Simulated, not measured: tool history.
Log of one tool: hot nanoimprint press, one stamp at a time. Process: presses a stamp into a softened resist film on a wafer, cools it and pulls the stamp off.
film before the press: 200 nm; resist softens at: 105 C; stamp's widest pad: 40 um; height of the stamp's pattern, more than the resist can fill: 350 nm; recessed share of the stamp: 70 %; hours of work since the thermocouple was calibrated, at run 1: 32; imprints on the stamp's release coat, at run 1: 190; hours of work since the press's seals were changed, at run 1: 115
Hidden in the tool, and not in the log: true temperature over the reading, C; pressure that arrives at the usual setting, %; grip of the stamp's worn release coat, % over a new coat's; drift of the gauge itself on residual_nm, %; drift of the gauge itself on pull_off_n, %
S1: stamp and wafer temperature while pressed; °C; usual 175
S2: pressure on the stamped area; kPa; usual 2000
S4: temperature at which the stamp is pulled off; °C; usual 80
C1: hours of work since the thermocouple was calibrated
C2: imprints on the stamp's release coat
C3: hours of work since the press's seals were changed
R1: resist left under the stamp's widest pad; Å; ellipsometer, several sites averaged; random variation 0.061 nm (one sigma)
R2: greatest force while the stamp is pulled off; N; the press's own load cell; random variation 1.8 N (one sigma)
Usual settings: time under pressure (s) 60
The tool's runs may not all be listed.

{"run": 1, "hour": 0.0, "S1": 175, "S2": 2000, "time under pressure (s)": 60, "S4": 80, "C1": 32, "C2": 190, "C3": 115, "R1": 692.2, "R2": 238}
{"run": 2, "hour": 14.5, "S1": 175, "S2": 2000, "time under pressure (s)": 60, "S4": 80, "C1": 40, "C2": 237, "C3": 123, "R1": 692.3, "R2": 240}
{"run": 3, "hour": 29.0, "S1": 175, "S2": 2000, "time under pressure (s)": 60, "S4": 80, "C1": 48, "C2": 284, "C3": 131, "R1": 692.8, "R2": 241}
{"run": 4, "hour": 42.3, "S1": 175, "S2": 2000, "time under pressure (s)": 60, "S4": 80, "C1": 55, "C2": 327, "C3": 138, "R1": 692.5, "R2": 245}
{"run": 5, "hour": 50.8, "S1": 175, "S2": 2000, "time under pressure (s)": 60, "S4": 80, "C1": 60, "C2": 354, "C3": 143, "R1": 691.8, "R2": 245}
{"run": 6, "hour": 58.9, "S1": 175, "S2": 2000, "time under pressure (s)": 60, "S4": 80, "C1": 64, "C2": 380, "C3": 147, "R1": 691.6, "R2": 248}
{"run": 7, "hour": 68.1, "S1": 175, "S2": 2000, "time under pressure (s)": 60, "S4": 80, "C1": 69, "C2": 410, "C3": 152, "R1": 691.6, "R2": 252}
{"run": 8, "hour": 82.6, "S1": 180, "S2": 2000, "time under pressure (s)": 60, "S4": 80, "C1": 77, "C2": 457, "C3": 160, "R1": 584.9, "R2": 254}
{"run": 9, "hour": 97.7, "S1": 180, "S2": 2000, "time under pressure (s)": 60, "S4": 80, "C1": 85, "C2": 505, "C3": 168, "R1": 584.0, "R2": 256}
{"run": 10, "hour": 104.4, "S1": 180, "S2": 2000, "time under pressure (s)": 60, "S4": 80, "C1": 89, "C2": 527, "C3": 172, "R1": 584.2, "R2": 254}
{"run": 11, "hour": 114.2, "S1": 179, "S2": 2000, "time under pressure (s)": 60, "S4": 80, "C1": 94, "C2": 559, "C3": 177, "R1": 603.3, "R2": 257}
{"run": 12, "hour": 127.5, "S1": 165, "S2": 2000, "time under pressure (s)": 60, "S4": 80, "C1": 101, "C2": 602, "C3": 185, "R1": 983.0, "R2": 256}
{"run": 13, "hour": 137.3, "S1": 175, "S2": 2000, "time under pressure (s)": 60, "S4": 80, "C1": 107, "C2": 633, "C3": 190, "R1": 691.9, "R2": 259}
{"hour": 145.3, "done": "stamp cleaned and given a new release coat"}
{"run": 14, "hour": 150.7, "S1": 167, "S2": 2000, "time under pressure (s)": 60, "S4": 80, "C1": 111, "C2": 17, "C3": 194, "R1": 915.6, "R2": 226}
{"run": 15, "hour": 163.0, "S1": 167, "S2": 2000, "time under pressure (s)": 60, "S4": 80, "C1": 117, "C2": 57, "C3": 201, "R1": 914.7, "R2": 228}
{"run": 16, "hour": 177.5, "S1": 167, "S2": 2000, "time under pressure (s)": 60, "S4": 80, "C1": 125, "C2": 103, "C3": 208, "R1": 914.4, "R2": 229}
{"run": 17, "hour": 189.1, "S1": 167, "S2": 2000, "time under pressure (s)": 60, "S4": 80, "C1": 131, "C2": 141, "C3": 215, "R1": 914.3, "R2": 233}
{"run": 18, "hour": 203.1, "S1": 167, "S2": 2000, "time under pressure (s)": 47, "S4": 80, "C1": 139, "C2": 186, "C3": 222, "R1": 998.2, "R2": 232}
{"run": 19, "hour": 217.3, "S1": 175, "S2": 3030, "time under pressure (s)": 42, "S4": 80, "C1": 147, "C2": 232, "C3": 230, "R1": 641.5, "R2": 237}
{"run": 20, "hour": 228.8, "S1": 185, "S2": 1550, "time under pressure (s)": 82, "S4": 70, "C1": 153, "C2": 269, "C3": 236, "R1": 501.0, "R2": 292}
{"run": 21, "hour": 236.3, "S1": 175, "S2": 1670, "time under pressure (s)": 51, "S4": 85, "C1": 157, "C2": 293, "C3": 240, "R1": 804.5, "R2": 214}
{"run": 22, "hour": 250.2, "S1": 175, "S2": 1630, "time under pressure (s)": 60, "S4": 79, "C1": 165, "C2": 338, "C3": 248, "R1": 763.8, "R2": 251}
{"run": 23, "hour": 264.8, "S1": 175, "S2": 1630, "time under pressure (s)": 60, "S4": 79, "C1": 173, "C2": 385, "C3": 256, "R1": 762.5, "R2": 254}
{"run": 24, "hour": 272.7, "S1": 175, "S2": 2000, "time under pressure (s)": 60, "S4": 75, "C1": 177, "C2": 410, "C3": 260, "R1": 687.6, "R2": 274}
{"run": 25, "hour": 283.8, "S1": 175, "S2": 2000, "time under pressure (s)": 60, "S4": 75, "C1": 183, "C2": 446, "C3": 266, "R1": 689.0, "R2": 279}
{"run": 26, "hour": 298.7, "S1": 181, "S2": 2000, "time under pressure (s)": 81, "S4": 80, "C1": 191, "C2": 494, "C3": 274, "R1": 497.9, "R2": 258}
{"run": 27, "hour": 306.9, "S1": 169, "S2": 2000, "time under pressure (s)": 60, "S4": 78, "C1": 195, "C2": 520, "C3": 279, "R1": 847.5, "R2": 266}
{"run": 28, "hour": 320.5, "S1": 169, "S2": 2000, "time under pressure (s)": 60, "S4": 78, "C1": 203, "C2": 564, "C3": 286, "R1": 847.8, "R2": 266}
{"run": 29, "hour": 335.0, "S1": 171, "S2": 2000, "time under pressure (s)": 68, "S4": 80, "C1": 211, "C2": 611, "C3": 294, "R1": 751.0, "R2": 258}

The same runs without the tool's hidden state, with the same run-to-run variation:
run=1 R1=702.4 R2=229
run=2 R1=702.7 R2=228
run=3 R1=703.5 R2=227
run=4 R1=703.4 R2=228
run=5 R1=702.9 R2=227
run=6 R1=702.9 R2=228
run=7 R1=703.0 R2=231
run=8 R1=594.2 R2=230
run=9 R1=593.5 R2=229
run=10 R1=593.8 R2=226
run=11 R1=613.5 R2=227
run=12 R1=1001.7 R2=224
run=13 R1=704.5 R2=225
run=14 R1=933.4 R2=227
run=15 R1=932.8 R2=227
run=16 R1=932.8 R2=226
run=17 R1=933.0 R2=228
run=18 R1=1018.1 R2=224
run=19 R1=653.9 R2=227
run=20 R1=510.1 R2=277
run=21 R1=820.6 R2=202
run=22 R1=779.6 R2=234
run=23 R1=778.6 R2=235
run=24 R1=702.3 R2=251
run=25 R1=703.9 R2=253
run=26 R1=508.2 R2=232
run=27 R1=867.5 R2=238
run=28 R1=868.0 R2=236
run=29 R1=769.2 R2=226
